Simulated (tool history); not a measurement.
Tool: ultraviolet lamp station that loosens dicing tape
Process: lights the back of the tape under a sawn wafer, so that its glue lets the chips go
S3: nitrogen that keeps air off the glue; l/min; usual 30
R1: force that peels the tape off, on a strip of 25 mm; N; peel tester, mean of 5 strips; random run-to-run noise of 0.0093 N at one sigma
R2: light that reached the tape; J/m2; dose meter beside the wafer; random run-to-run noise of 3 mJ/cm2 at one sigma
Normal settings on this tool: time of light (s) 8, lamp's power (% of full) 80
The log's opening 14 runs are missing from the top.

run 15 hour=598.4 | time_of_light_(s)=8 lamp's_power_(%_of_full)=80 S3=30 | R1=0.807 R2=3270
run 16 hour=649.0 | time_of_light_(s)=8 lamp's_power_(%_of_full)=80 S3=30 | R1=0.847 R2=3220
run 17 hour=684.3 | time_of_light_(s)=7 lamp's_power_(%_of_full)=80 S3=30 | R1=1.161 R2=2790
-- hour=744.4 window cleaned of glue's vapour
run 18 hour=747.4 | time_of_light_(s)=11 lamp's_power_(%_of_full)=60 S3=30 | R1=0.742 R2=3340
run 19 hour=801.5 | time_of_light_(s)=6 lamp's_power_(%_of_full)=88 S3=17 | R1=1.714 R2=2660
run 20 hour=854.4 | time_of_light_(s)=6 lamp's_power_(%_of_full)=88 S3=17 | R1=1.813 R2=2590
run 21 hour=890.2 | time_of_light_(s)=8 lamp's_power_(%_of_full)=80 S3=15 | R1=1.416 R2=3060
run 22 hour=926.8 | time_of_light_(s)=16 lamp's_power_(%_of_full)=99 S3=45 | R1=0.124 R2=7390
run 23 hour=990.3 | time_of_light_(s)=6 lamp's_power_(%_of_full)=63 S3=45 | R1=2.150 R2=1720
run 24 hour=1023.9 | time_of_light_(s)=5 lamp's_power_(%_of_full)=67 S3=16 | R1=3.503 R2=1500
run 25 hour=1076.5 | time_of_light_(s)=8 lamp's_power_(%_of_full)=89 S3=36 | R1=0.798 R2=3130
-- hour=1118.3 window cleaned of glue's vapour
run 26 hour=1143.7 | time_of_light_(s)=8 lamp's_power_(%_of_full)=89 S3=36 | R1=0.739 R2=3240
run 27 hour=1194.9 | time_of_light_(s)=8 lamp's_power_(%_of_full)=89 S3=36 | R1=0.789 R2=3190
run 28 hour=1260.9 | time_of_light_(s)=10 lamp's_power_(%_of_full)=82 S3=23 | R1=0.844 R2=3500
run 29 hour=1321.7 | time_of_light_(s)=10 lamp's_power_(%_of_full)=82 S3=23 | R1=0.868 R2=3450
run 30 hour=1372.5 | time_of_light_(s)=10 lamp's_power_(%_of_full)=82 S3=23 | R1=0.909 R2=3360
-- hour=1381.0 lamp changed
run 31 hour=1436.1 | time_of_light_(s)=8 lamp's_power_(%_of_full)=67 S3=30 | R1=0.683 R2=3510
run 32 hour=1465.7 | time_of_light_(s)=15 lamp's_power_(%_of_full)=68 S3=17 | R1=0.235 R2=6500
-- hour=1492.5 window cleaned of glue's vapour
run 33 hour=1503.8 | time_of_light_(s)=8 lamp's_power_(%_of_full)=69 S3=30 | R1=0.599 R2=3720
run 34 hour=1547.0 | time_of_light_(s)=6 lamp's_power_(%_of_full)=70 S3=18 | R1=1.516 R2=2730

4 options for the next run, each taken on its own from the tool as it stands now. Forecast them:
run A hour=1593.0 | time_of_light_(s)=10 lamp's_power_(%_of_full)=80 S3=30 | R1=? R2=?
run B hour=1593.0 | time_of_light_(s)=6 lamp's_power_(%_of_full)=70 S3=16 | R1=? R2=?
run C hour=1593.0 | time_of_light_(s)=4 lamp's_power_(%_of_full)=64 S3=31 | R1=? R2=?
run D hour=1593.0 | time_of_light_(s)=11 lamp's_power_(%_of_full)=70 S3=10 | R1=? R2=?

run=A R1=0.259 R2=5240
run=B R1=1.721 R2=2730
run=C R1=2.664 R2=1660
run=D R1=0.686 R2=5060
With no hidden state in the tool, these same runs would have given:
run=A R1=0.224 R2=5570
run=B R1=1.551 R2=2900
run=C R1=2.459 R2=1770
run=D R1=0.594 R2=5370
